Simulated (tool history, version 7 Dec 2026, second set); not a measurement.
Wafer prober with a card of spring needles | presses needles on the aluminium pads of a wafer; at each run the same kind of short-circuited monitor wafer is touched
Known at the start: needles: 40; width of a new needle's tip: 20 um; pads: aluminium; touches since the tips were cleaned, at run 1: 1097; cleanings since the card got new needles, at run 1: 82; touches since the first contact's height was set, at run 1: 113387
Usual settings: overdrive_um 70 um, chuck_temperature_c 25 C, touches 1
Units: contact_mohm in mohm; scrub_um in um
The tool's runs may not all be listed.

run,hour,overdrive_um,chuck_temperature_c,touches,touches since the tips were cleaned,cleanings since the card got new needles,touches since the first contact's height was set,contact_mohm,scrub_um
1,0.0,70,25,1,1097,82,113387,304,9.46
# hour 9.2: tips cleaned on abrasive film
# hour 21.7: tips cleaned on abrasive film
# hour 33.1: tips cleaned on abrasive film
2,33.1,70,25,1,0,85,126458,213,9.41
# hour 44.3: tips cleaned on abrasive film
# hour 49.5: height of the first contact set anew
# hour 55.7: tips cleaned on abrasive film
3,55.7,70,25,1,0,87,2449,202,9.84
# hour 67.4: tips cleaned on abrasive film
4,73.0,70,25,1,2260,88,9309,352,9.84
# hour 78.4: tips cleaned on abrasive film
# hour 90.4: tips cleaned on abrasive film
# hour 101.7: tips cleaned on abrasive film
5,102.8,70,25,1,440,91,21040,249,9.78
# hour 112.2: tips cleaned on abrasive film
# hour 125.0: tips cleaned on abrasive film
6,132.6,70,25,1,3022,93,32840,415,9.71
# hour 136.1: tips cleaned on abrasive film
# hour 147.1: tips cleaned on abrasive film
# hour 159.0: tips cleaned on abrasive film
7,166.9,70,39,1,3160,96,46422,408,9.68
# hour 169.6: tips cleaned on abrasive film
# hour 181.6: tips cleaned on abrasive film
# hour 192.3: tips cleaned on abrasive film
8,192.3,70,39,1,0,99,56426,196,9.63
# hour 204.7: tips cleaned on abrasive film
# hour 217.4: tips cleaned on abrasive film
9,221.3,70,39,1,1557,101,67891,315,9.62
# hour 229.8: tips cleaned on abrasive film
# hour 240.4: tips cleaned on abrasive film
10,245.9,70,39,1,2190,103,77634,368,9.55
# hour 252.5: tips cleaned on abrasive film
# hour 263.1: tips cleaned on abrasive film
11,269.2,70,39,2,2423,105,86825,295,9.55
# hour 274.1: tips cleaned on abrasive film
# hour 286.7: tips cleaned on abrasive film
# hour 298.6: tips cleaned on abrasive film
12,302.7,70,39,2,1644,108,100070,276,9.55
# hour 310.3: tips cleaned on abrasive film
13,320.0,70,39,2,3838,109,106909,349,9.50
# hour 321.9: tips cleaned on abrasive film
# hour 333.5: tips cleaned on abrasive film
# hour 346.6: tips cleaned on abrasive film
14,350.2,70,39,2,1440,112,118834,283,9.48
# hour 357.5: tips cleaned on abrasive film
# hour 368.2: tips cleaned on abrasive film
15,368.4,70,39,2,83,114,126027,210,9.42
# hour 379.9: tips cleaned on abrasive film
# hour 386.0: height of the first contact set anew
# hour 392.7: tips cleaned on abrasive film
16,393.5,81,103,2,316,116,2924,219,11.42
# hour 403.6: tips cleaned on abrasive film
# hour 416.2: tips cleaned on abrasive film
# hour 426.8: tips cleaned on abrasive film
17,427.3,75,25,1,189,119,16299,222,10.52
# hour 437.7: tips cleaned on abrasive film
# hour 448.9: tips cleaned on abrasive film
18,457.1,70,25,1,3249,121,28073,435,9.74
# hour 460.8: tips cleaned on abrasive film
# hour 472.2: tips cleaned on abrasive film
19,479.1,69,121,1,2718,123,36765,405,9.57
# hour 484.3: tips cleaned on abrasive film
# hour 495.7: tips cleaned on abrasive film
20,495.7,69,121,1,0,125,43324,218,9.58
# hour 507.5: tips cleaned on abrasive film
# hour 518.0: tips cleaned on abrasive film
21,527.8,51,25,2,3893,127,56038,518,6.99
# hour 530.2: tips cleaned on abrasive film
# hour 540.8: tips cleaned on abrasive film
# hour 553.8: tips cleaned on abrasive film
22,557.6,51,25,2,1488,130,67778,365,6.92
# hour 565.8: tips cleaned on abrasive film
# hour 577.2: tips cleaned on abrasive film
# hour 588.8: tips cleaned on abrasive film
23,588.8,80,25,1,0,133,80130,197,10.96
# hour 600.9: tips cleaned on abrasive film
# hour 611.7: tips cleaned on abrasive film
# hour 622.5: tips cleaned on abrasive film
24,622.5,80,25,1,0,136,93419,196,10.94
# hour 634.4: tips cleaned on abrasive film
25,642.1,80,25,1,3098,137,101211,371,10.90
# hour 646.8: tips cleaned on abrasive film
# hour 658.2: tips cleaned on abrasive film
26,662.4,81,30,2,1658,139,109209,260,11.06
# hour 669.4: tips cleaned on abrasive film
# hour 679.9: tips cleaned on abrasive film
27,686.1,81,30,2,2484,141,118594,291,10.99
# hour 692.4: tips cleaned on abrasive film
# hour 702.9: tips cleaned on abrasive film
28,708.0,70,28,1,2035,143,127238,400,9.41
# hour 713.5: tips cleaned on abrasive film
# hour 722.7: height of the first contact set anew
# hour 725.4: tips cleaned on abrasive film
# hour 736.8: tips cleaned on abrasive film
29,737.9,66,83,1,427,146,5956,269,9.28

Some steps in contact_mohm between neighbouring runs. How much of each would the tool show without its hidden state too (settings, what came in, random variation), and how much is left for the hidden state, with any gauge scatter that isn't in both results?
The hidden state here: debris on the tips, nm; way that the needles fall short of the set height, um; tips' diameter, um; drift of the gauge itself on contact_mohm, %; drift of the gauge itself on scrub_um, %.
Run 17 -> 18: overdrive_um 75 -> 70, tips cleaned on abrasive film, tips cleaned on abrasive film. contact_mohm +213 mohm: hidden state +213, all else +0.
Run 20 -> 21: overdrive_um 69 -> 51, chuck_temperature_c 121 -> 25, touches 1 -> 2, tips cleaned on abrasive film, tips cleaned on abrasive film. contact_mohm +300 mohm: hidden state +316, all else -16.

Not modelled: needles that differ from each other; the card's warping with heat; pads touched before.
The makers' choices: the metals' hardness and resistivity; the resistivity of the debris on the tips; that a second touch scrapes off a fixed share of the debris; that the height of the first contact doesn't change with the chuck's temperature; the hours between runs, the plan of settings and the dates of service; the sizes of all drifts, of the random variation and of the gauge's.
